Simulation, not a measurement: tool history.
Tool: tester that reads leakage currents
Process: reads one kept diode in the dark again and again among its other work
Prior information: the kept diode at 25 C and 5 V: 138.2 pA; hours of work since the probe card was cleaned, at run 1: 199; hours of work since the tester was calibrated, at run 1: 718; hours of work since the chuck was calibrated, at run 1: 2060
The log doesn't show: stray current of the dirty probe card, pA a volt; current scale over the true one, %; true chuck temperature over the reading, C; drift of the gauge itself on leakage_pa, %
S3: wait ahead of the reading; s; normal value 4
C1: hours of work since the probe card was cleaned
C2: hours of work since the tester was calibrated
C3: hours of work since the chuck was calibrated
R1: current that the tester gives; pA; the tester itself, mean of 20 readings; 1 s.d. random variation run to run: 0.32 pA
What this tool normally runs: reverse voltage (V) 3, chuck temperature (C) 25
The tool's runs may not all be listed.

run 1 hour=0 | reverse_voltage_(V)=3 chuck_temperature_(C)=25 S3=4 | C1=199 C2=718 C3=2060 | R1=94.93
run 2 hour=18.3 | reverse_voltage_(V)=3 chuck_temperature_(C)=25 S3=2.24 | C1=209 C2=729 C3=2070 | R1=95.26
run 3 hour=42.9 | reverse_voltage_(V)=3 chuck_temperature_(C)=56 S3=2.24 | C1=222 C2=742 C3=2084 | R1=1238.85
run 4 hour=59.8 | reverse_voltage_(V)=3 chuck_temperature_(C)=56 S3=2.24 | C1=232 C2=752 C3=2093 | R1=1228.32
run 5 hour=83.6 | reverse_voltage_(V)=3 chuck_temperature_(C)=56 S3=2.24 | C1=245 C2=765 C3=2106 | R1=1234.93
run 6 hour=120.9 | reverse_voltage_(V)=3 chuck_temperature_(C)=37 S3=2.24 | C1=266 C2=786 C3=2127 | R1=270.26
run 7 hour=147.1 | reverse_voltage_(V)=3 chuck_temperature_(C)=37 S3=2.24 | C1=281 C2=800 C3=2142 | R1=272.37
run 8 hour=172.7 | reverse_voltage_(V)=3 chuck_temperature_(C)=37 S3=2.24 | C1=295 C2=815 C3=2156 | R1=272.87
-- hour=177.6 tester calibrated
run 9 hour=191.4 | reverse_voltage_(V)=3 chuck_temperature_(C)=37 S3=2.24 | C1=304 C2=8 C3=2165 | R1=270.46
-- hour=221.3 chuck's temperature calibrated
run 10 hour=221.5 | reverse_voltage_(V)=19.35 chuck_temperature_(C)=37 S3=2.24 | C1=320 C2=23 C3=0 | R1=812.51
run 11 hour=252.3 | reverse_voltage_(V)=19.35 chuck_temperature_(C)=37 S3=0.55 | C1=337 C2=40 C3=17 | R1=819.01
run 12 hour=267.8 | reverse_voltage_(V)=19.35 chuck_temperature_(C)=37 S3=0.55 | C1=346 C2=49 C3=26 | R1=815.95
run 13 hour=301.3 | reverse_voltage_(V)=3 chuck_temperature_(C)=20 S3=0.47 | C1=364 C2=68 C3=45 | R1=67.75
run 14 hour=335.6 | reverse_voltage_(V)=3 chuck_temperature_(C)=25 S3=0.92 | C1=383 C2=87 C3=64 | R1=105.03
-- hour=351.1 tester calibrated, once more
run 15 hour=373 | reverse_voltage_(V)=8.29 chuck_temperature_(C)=51 S3=4 | C1=403 C2=12 C3=83 | R1=1583.49
run 16 hour=401.8 | reverse_voltage_(V)=1.74 chuck_temperature_(C)=24 S3=0.4 | C1=419 C2=28 C3=99 | R1=72.47
run 17 hour=417 | reverse_voltage_(V)=2.53 chuck_temperature_(C)=24 S3=0.4 | C1=428 C2=37 C3=108 | R1=88.66
run 18 hour=449.7 | reverse_voltage_(V)=3.06 chuck_temperature_(C)=32 S3=2.76 | C1=446 C2=55 C3=126 | R1=196.11

Forecast each of these 3 alternatives for the next run:
run A hour=472.2 | reverse_voltage_(V)=3.06 chuck_temperature_(C)=60 S3=2.76 | C1=458 C2=67 C3=139 | R1=?
run B hour=472.2 | reverse_voltage_(V)=6.01 chuck_temperature_(C)=43 S3=2.16 | C1=458 C2=67 C3=139 | R1=?
run C hour=472.2 | reverse_voltage_(V)=2.44 chuck_temperature_(C)=32 S3=2.76 | C1=458 C2=67 C3=139 | R1=?

run=A R1=1796.48
run=B R1=701.52
run=C R1=173
Had the tool no hidden state, the same runs would have come out as:
run=A R1=1820.75
run=B R1=710.57
run=C R1=175.12
